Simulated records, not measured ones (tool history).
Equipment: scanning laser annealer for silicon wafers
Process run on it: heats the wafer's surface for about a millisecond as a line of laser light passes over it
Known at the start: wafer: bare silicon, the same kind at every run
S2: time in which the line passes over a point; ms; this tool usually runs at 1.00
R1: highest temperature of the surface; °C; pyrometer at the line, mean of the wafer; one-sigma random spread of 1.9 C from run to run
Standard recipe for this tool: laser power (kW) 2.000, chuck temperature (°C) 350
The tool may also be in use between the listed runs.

run 1 hour=0.0 | laser_power_(kW)=2.000 S2=1.00 chuck_temperature_(°C)=350 | R1=1171
run 2 hour=38.4 | laser_power_(kW)=2.000 S2=1.00 chuck_temperature_(°C)=350 | R1=1166
run 3 hour=68.1 | laser_power_(kW)=2.000 S2=1.00 chuck_temperature_(°C)=350 | R1=1167
run 4 hour=98.9 | laser_power_(kW)=2.000 S2=1.00 chuck_temperature_(°C)=350 | R1=1164
run 5 hour=137.1 | laser_power_(kW)=1.828 S2=1.00 chuck_temperature_(°C)=350 | R1=1100
run 6 hour=181.9 | laser_power_(kW)=1.828 S2=1.00 chuck_temperature_(°C)=331 | R1=1077
run 7 hour=209.3 | laser_power_(kW)=1.828 S2=1.00 chuck_temperature_(°C)=331 | R1=1080
run 8 hour=272.8 | laser_power_(kW)=1.949 S2=1.00 chuck_temperature_(°C)=350 | R1=1145
run 9 hour=334.8 | laser_power_(kW)=1.949 S2=1.00 chuck_temperature_(°C)=350 | R1=1145
run 10 hour=365.5 | laser_power_(kW)=1.949 S2=1.00 chuck_temperature_(°C)=350 | R1=1143
run 11 hour=402.9 | laser_power_(kW)=1.949 S2=1.00 chuck_temperature_(°C)=350 | R1=1140
run 12 hour=435.6 | laser_power_(kW)=1.990 S2=0.82 chuck_temperature_(°C)=362 | R1=1081
run 13 hour=488.2 | laser_power_(kW)=1.984 S2=1.20 chuck_temperature_(°C)=381 | R1=1269
run 14 hour=546.5 | laser_power_(kW)=1.984 S2=1.20 chuck_temperature_(°C)=381 | R1=1273
-- hour=553.5 laser's power meter calibrated
run 15 hour=592.3 | laser_power_(kW)=1.703 S2=1.16 chuck_temperature_(°C)=345 | R1=1095
run 16 hour=637.4 | laser_power_(kW)=2.000 S2=0.82 chuck_temperature_(°C)=373 | R1=1090
run 17 hour=689.5 | laser_power_(kW)=2.000 S2=1.23 chuck_temperature_(°C)=321 | R1=1220
run 18 hour=731.4 | laser_power_(kW)=2.000 S2=1.00 chuck_temperature_(°C)=364 | R1=1165
-- hour=742.6 laser's power meter calibrated, once more
run 19 hour=785.4 | laser_power_(kW)=2.000 S2=1.00 chuck_temperature_(°C)=364 | R1=1181
run 20 hour=833.1 | laser_power_(kW)=2.000 S2=0.80 chuck_temperature_(°C)=350 | R1=1065
run 21 hour=877.4 | laser_power_(kW)=2.000 S2=0.80 chuck_temperature_(°C)=350 | R1=1069
run 22 hour=923.0 | laser_power_(kW)=2.000 S2=1.17 chuck_temperature_(°C)=325 | R1=1213

Same runs, no hidden state in the tool, same run-to-run variation:
Hidden conditions of the tool in this case: light that passes the window, % of a clean one's; laser's true power over the reading, %; width of the line over the set one, %; drift of the gauge itself on peak_c, C.
run=1 R1=1187
run=2 R1=1182
run=3 R1=1183
run=4 R1=1181
run=5 R1=1117
run=6 R1=1094
run=7 R1=1097
run=8 R1=1164
run=9 R1=1165
run=10 R1=1164
run=11 R1=1162
run=12 R1=1102
run=13 R1=1295
run=14 R1=1300
run=15 R1=1123
run=16 R1=1117
run=17 R1=1255
run=18 R1=1197
run=19 R1=1200
run=20 R1=1082
run=21 R1=1087
run=22 R1=1236
